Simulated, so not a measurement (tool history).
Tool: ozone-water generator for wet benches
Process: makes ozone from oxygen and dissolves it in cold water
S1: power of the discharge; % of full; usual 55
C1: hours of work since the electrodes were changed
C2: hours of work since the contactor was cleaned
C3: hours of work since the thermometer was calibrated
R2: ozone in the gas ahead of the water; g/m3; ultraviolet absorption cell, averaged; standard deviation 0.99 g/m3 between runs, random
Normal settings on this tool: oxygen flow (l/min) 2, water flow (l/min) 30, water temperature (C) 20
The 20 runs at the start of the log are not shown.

{"run": 21, "hour": 679.5, "S1": 55, "oxygen flow (l/min)": 2, "water flow (l/min)": 33, "water temperature (C)": 16, "C1": 1757, "C2": 4093, "C3": 1086, "dissolved ozone (ppm)": 6.43, "R2": 168.7}
{"run": 22, "hour": 715.5, "S1": 40, "oxygen flow (l/min)": 1.4, "water flow (l/min)": 19, "water temperature (C)": 20, "C1": 1791, "C2": 4127, "C3": 1120, "dissolved ozone (ppm)": 8.01, "R2": 161.1}
{"run": 23, "hour": 742.7, "S1": 62, "oxygen flow (l/min)": 1.48, "water flow (l/min)": 30, "water temperature (C)": 15, "C1": 1816, "C2": 4152, "C3": 1145, "dissolved ozone (ppm)": 6.44, "R2": 206.9}
{"run": 24, "hour": 779.4, "S1": 55, "oxygen flow (l/min)": 2, "water flow (l/min)": 30, "water temperature (C)": 25, "C1": 1851, "C2": 4187, "C3": 1180, "dissolved ozone (ppm)": 6.6, "R2": 168.3}
{"run": 25, "hour": 830.6, "S1": 53, "oxygen flow (l/min)": 1.34, "water flow (l/min)": 30, "water temperature (C)": 20, "C1": 1899, "C2": 4235, "C3": 1228, "dissolved ozone (ppm)": 5.63, "R2": 195.1}
{"run": 26, "hour": 853.4, "S1": 53, "oxygen flow (l/min)": 1.34, "water flow (l/min)": 30, "water temperature (C)": 20, "C1": 1920, "C2": 4256, "C3": 1249, "dissolved ozone (ppm)": 5.52, "R2": 196.9}
{"run": 27, "hour": 881.7, "S1": 99, "oxygen flow (l/min)": 2, "water flow (l/min)": 30, "water temperature (C)": 20, "C1": 1947, "C2": 4282, "C3": 1276, "dissolved ozone (ppm)": 9.68, "R2": 241.3}
{"run": 28, "hour": 903.7, "S1": 55, "oxygen flow (l/min)": 1.57, "water flow (l/min)": 30, "water temperature (C)": 18, "C1": 1967, "C2": 4303, "C3": 1296, "dissolved ozone (ppm)": 6.25, "R2": 186.6}
{"run": 29, "hour": 942.6, "S1": 79, "oxygen flow (l/min)": 2.3, "water flow (l/min)": 30, "water temperature (C)": 17, "C1": 2004, "C2": 4339, "C3": 1333, "dissolved ozone (ppm)": 8.95, "R2": 200}
{"run": 30, "hour": 981.9, "S1": 79, "oxygen flow (l/min)": 2.3, "water flow (l/min)": 30, "water temperature (C)": 17, "C1": 2040, "C2": 4376, "C3": 1369, "dissolved ozone (ppm)": 9.3, "R2": 199.2}
{"run": 31, "hour": 1027.7, "S1": 79, "oxygen flow (l/min)": 2.3, "water flow (l/min)": 30, "water temperature (C)": 17, "C1": 2083, "C2": 4419, "C3": 1412, "dissolved ozone (ppm)": 9.08, "R2": 198.5}
{"run": 32, "hour": 1056.4, "S1": 79, "oxygen flow (l/min)": 2.3, "water flow (l/min)": 30, "water temperature (C)": 17, "C1": 2110, "C2": 4446, "C3": 1439, "dissolved ozone (ppm)": 9.15, "R2": 197}

What if the next run were any one of these 4? Each begins from the tool's condition after run 32:
{"run": "A", "hour": 1096.8, "S1": 55, "oxygen flow (l/min)": 1.33, "water flow (l/min)": 30, "water temperature (C)": 20, "C1": 2148, "C2": 4484, "C3": 1477, "dissolved ozone (ppm)": "?", "R2": "?"}
{"run": "B", "hour": 1096.8, "S1": 61, "oxygen flow (l/min)": 2, "water flow (l/min)": 44, "water temperature (C)": 20, "C1": 2148, "C2": 4484, "C3": 1477, "dissolved ozone (ppm)": "?", "R2": "?"}
{"run": "C", "hour": 1096.8, "S1": 55, "oxygen flow (l/min)": 2, "water flow (l/min)": 30, "water temperature (C)": 27, "C1": 2148, "C2": 4484, "C3": 1477, "dissolved ozone (ppm)": "?", "R2": "?"}
{"run": "D", "hour": 1096.8, "S1": 79, "oxygen flow (l/min)": 2.3, "water flow (l/min)": 30, "water temperature (C)": 12, "C1": 2148, "C2": 4484, "C3": 1477, "dissolved ozone (ppm)": "?", "R2": "?"}

run=A dissolved_ozone_(ppm)=5.76 R2=200.1
run=B dissolved_ozone_(ppm)=4.75 R2=182.4
run=C dissolved_ozone_(ppm)=6.49 R2=168.9
run=D dissolved_ozone_(ppm)=9.44 R2=198.7
Without the tool's unlogged condition, the same runs would have read:
run=A dissolved_ozone_(ppm)=5.76 R2=200.2
run=B dissolved_ozone_(ppm)=4.76 R2=182.5
run=C dissolved_ozone_(ppm)=6.49 R2=169
run=D dissolved_ozone_(ppm)=9.44 R2=198.8
